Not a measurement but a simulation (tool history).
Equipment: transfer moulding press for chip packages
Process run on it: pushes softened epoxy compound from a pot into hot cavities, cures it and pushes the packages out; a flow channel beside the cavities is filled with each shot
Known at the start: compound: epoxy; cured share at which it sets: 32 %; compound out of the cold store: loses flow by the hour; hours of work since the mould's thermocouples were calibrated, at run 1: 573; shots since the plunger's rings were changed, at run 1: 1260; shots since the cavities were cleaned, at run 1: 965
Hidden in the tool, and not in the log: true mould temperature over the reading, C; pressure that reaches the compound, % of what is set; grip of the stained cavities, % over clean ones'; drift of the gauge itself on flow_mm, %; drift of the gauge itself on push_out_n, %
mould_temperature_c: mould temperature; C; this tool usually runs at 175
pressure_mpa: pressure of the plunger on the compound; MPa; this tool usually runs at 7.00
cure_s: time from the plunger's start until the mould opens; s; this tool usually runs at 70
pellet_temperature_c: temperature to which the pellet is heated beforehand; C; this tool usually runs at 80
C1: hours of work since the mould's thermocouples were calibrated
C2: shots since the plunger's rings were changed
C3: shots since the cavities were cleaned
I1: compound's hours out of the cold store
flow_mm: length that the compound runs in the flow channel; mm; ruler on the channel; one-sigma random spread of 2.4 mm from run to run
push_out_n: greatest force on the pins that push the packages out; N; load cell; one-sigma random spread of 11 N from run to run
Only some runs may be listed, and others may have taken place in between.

run 1 hour=0.0 | mould_temperature_c=175 pressure_mpa=7.00 cure_s=70 pellet_temperature_c=80 | C1=573 C2=1260 C3=965 | I1=19.8 | flow_mm=584 push_out_n=865
-- hour=18.2 cavities cleaned with cleaning compound and waxed
run 2 hour=35.3 | mould_temperature_c=171 pressure_mpa=7.00 cure_s=70 pellet_temperature_c=80 | C1=594 C2=1761 C3=254 | I1=38.5 | flow_mm=527 push_out_n=758
-- hour=76.4 mould's thermocouples calibrated
run 3 hour=97.1 | mould_temperature_c=173 pressure_mpa=7.00 cure_s=70 pellet_temperature_c=80 | C1=13 C2=2648 C3=1141 | I1=47.7 | flow_mm=498 push_out_n=947
-- hour=101.8 cavities cleaned with cleaning compound and waxed
run 4 hour=163.2 | mould_temperature_c=173 pressure_mpa=7.00 cure_s=70 pellet_temperature_c=80 | C1=53 C2=3606 C3=911 | I1=47.9 | flow_mm=488 push_out_n=919
-- hour=169.3 plunger's sealing rings changed
-- hour=185.0 cavities cleaned with cleaning compound and waxed
run 5 hour=229.4 | mould_temperature_c=173 pressure_mpa=7.00 cure_s=70 pellet_temperature_c=80 | C1=92 C2=870 C3=660 | I1=30.3 | flow_mm=556 push_out_n=909
-- hour=269.5 cavities cleaned with cleaning compound and waxed
run 6 hour=285.2 | mould_temperature_c=173 pressure_mpa=7.00 cure_s=70 pellet_temperature_c=80 | C1=126 C2=1674 C3=232 | I1=19.9 | flow_mm=583 push_out_n=742
run 7 hour=332.3 | mould_temperature_c=174 pressure_mpa=7.00 cure_s=70 pellet_temperature_c=80 | C1=156 C2=2374 C3=932 | I1=38.2 | flow_mm=520 push_out_n=882
-- hour=350.8 cavities cleaned with cleaning compound and waxed
run 8 hour=374.0 | mould_temperature_c=177 pressure_mpa=7.00 cure_s=70 pellet_temperature_c=80 | C1=181 C2=2971 C3=345 | I1=12.4 | flow_mm=597 push_out_n=754
run 9 hour=402.9 | mould_temperature_c=177 pressure_mpa=7.00 cure_s=70 pellet_temperature_c=80 | C1=199 C2=3399 C3=773 | I1=16.7 | flow_mm=577 push_out_n=829
-- hour=420.2 plunger's sealing rings changed
-- hour=436.2 cavities cleaned with cleaning compound and waxed
run 10 hour=445.4 | mould_temperature_c=177 pressure_mpa=7.00 cure_s=70 pellet_temperature_c=80 | C1=223 C2=352 C3=138 | I1=24.7 | flow_mm=574 push_out_n=628
run 11 hour=485.8 | mould_temperature_c=175 pressure_mpa=7.00 cure_s=70 pellet_temperature_c=80 | C1=248 C2=950 C3=736 | I1=31.4 | flow_mm=548 push_out_n=827
-- hour=517.3 cavities cleaned with cleaning compound and waxed
run 12 hour=543.0 | mould_temperature_c=175 pressure_mpa=7.27 cure_s=70 pellet_temperature_c=80 | C1=283 C2=1778 C3=382 | I1=11.9 | flow_mm=616 push_out_n=793
run 13 hour=569.7 | mould_temperature_c=175 pressure_mpa=7.00 cure_s=70 pellet_temperature_c=80 | C1=300 C2=2173 C3=777 | I1=23.7 | flow_mm=564 push_out_n=823
-- hour=599.5 cavities cleaned with cleaning compound and waxed
run 14 hour=617.5 | mould_temperature_c=175 pressure_mpa=8.19 cure_s=70 pellet_temperature_c=80 | C1=328 C2=2861 C3=268 | I1=13.4 | flow_mm=647 push_out_n=729
run 15 hour=644.4 | mould_temperature_c=181 pressure_mpa=5.92 cure_s=70 pellet_temperature_c=80 | C1=345 C2=3260 C3=667 | I1=37.4 | flow_mm=470 push_out_n=731
-- hour=672.6 plunger's sealing rings changed
run 16 hour=678.9 | mould_temperature_c=168 pressure_mpa=5.92 cure_s=89 pellet_temperature_c=80 | C1=365 C2=95 C3=1142 | I1=12.5 | flow_mm=572 push_out_n=845
-- hour=683.9 cavities cleaned with cleaning compound and waxed
run 17 hour=732.4 | mould_temperature_c=168 pressure_mpa=5.92 cure_s=89 pellet_temperature_c=90 | C1=398 C2=865 C3=718 | I1=32.2 | flow_mm=510 push_out_n=799
-- hour=768.9 cavities cleaned with cleaning compound and waxed
run 18 hour=786.7 | mould_temperature_c=168 pressure_mpa=5.92 cure_s=89 pellet_temperature_c=90 | C1=431 C2=1650 C3=265 | I1=10.4 | flow_mm=571 push_out_n=722
run 19 hour=847.1 | mould_temperature_c=175 pressure_mpa=7.00 cure_s=73 pellet_temperature_c=72 | C1=469 C2=2546 C3=1161 | I1=36.4 | flow_mm=526 push_out_n=828
-- hour=852.2 cavities cleaned with cleaning compound and waxed
run 20 hour=877.2 | mould_temperature_c=174 pressure_mpa=7.00 cure_s=84 pellet_temperature_c=72 | C1=486 C2=2971 C3=372 | I1=44.3 | flow_mm=503 push_out_n=721
-- hour=923.5 plunger's sealing rings changed
-- hour=936.1 cavities cleaned with cleaning compound and waxed
run 21 hour=940.7 | mould_temperature_c=174 pressure_mpa=7.00 cure_s=84 pellet_temperature_c=72 | C1=524 C2=234 C3=69 | I1=22.9 | flow_mm=580 push_out_n=531
run 22 hour=976.6 | mould_temperature_c=174 pressure_mpa=7.53 cure_s=84 pellet_temperature_c=83 | C1=546 C2=765 C3=600 | I1=44.1 | flow_mm=532 push_out_n=775
-- hour=1018.3 cavities cleaned with cleaning compound and waxed
run 23 hour=1029.7 | mould_temperature_c=175 pressure_mpa=7.13 cure_s=70 pellet_temperature_c=71 | C1=578 C2=1531 C3=168 | I1=37.9 | flow_mm=529 push_out_n=644
run 24 hour=1069.2 | mould_temperature_c=175 pressure_mpa=7.13 cure_s=70 pellet_temperature_c=71 | C1=603 C2=2117 C3=754 | I1=19.5 | flow_mm=589 push_out_n=844
-- hour=1098.1 mould's thermocouples calibrated
-- hour=1103.0 cavities cleaned with cleaning compound and waxed
run 25 hour=1124.8 | mould_temperature_c=180 pressure_mpa=7.00 cure_s=70 pellet_temperature_c=89 | C1=16 C2=2891 C3=324 | I1=25.0 | flow_mm=550 push_out_n=677
run 26 hour=1158.5 | mould_temperature_c=180 pressure_mpa=7.00 cure_s=96 pellet_temperature_c=89 | C1=37 C2=3391 C3=824 | I1=19.6 | flow_mm=567 push_out_n=805
-- hour=1181.2 plunger's sealing rings changed
-- hour=1187.1 cavities cleaned with cleaning compound and waxed
run 27 hour=1200.2 | mould_temperature_c=172 pressure_mpa=6.00 cure_s=65 pellet_temperature_c=87 | C1=60 C2=260 C3=194 | I1=46.5 | flow_mm=474 push_out_n=824

3 ways to go on from here, each from the tool as it stands after run 27. What would each give?
run A hour=1226.4 | mould_temperature_c=175 pressure_mpa=7.00 cure_s=68 pellet_temperature_c=80 | C1=77 C2=648 C3=582 | I1=14.2 | flow_mm=? push_out_n=?
run B hour=1226.4 | mould_temperature_c=169 pressure_mpa=8.45 cure_s=61 pellet_temperature_c=87 | C1=77 C2=648 C3=582 | I1=31.6 | flow_mm=? push_out_n=?
run C hour=1226.4 | mould_temperature_c=173 pressure_mpa=7.00 cure_s=70 pellet_temperature_c=80 | C1=77 C2=648 C3=582 | I1=30.7 | flow_mm=? push_out_n=?

run=A flow_mm=608 push_out_n=902
run=B flow_mm=610 push_out_n=1421
run=C flow_mm=554 push_out_n=900
Without the tool's hidden state the same runs would have given:
run=A flow_mm=613 push_out_n=538
run=B flow_mm=614 push_out_n=843
run=C flow_mm=558 push_out_n=537
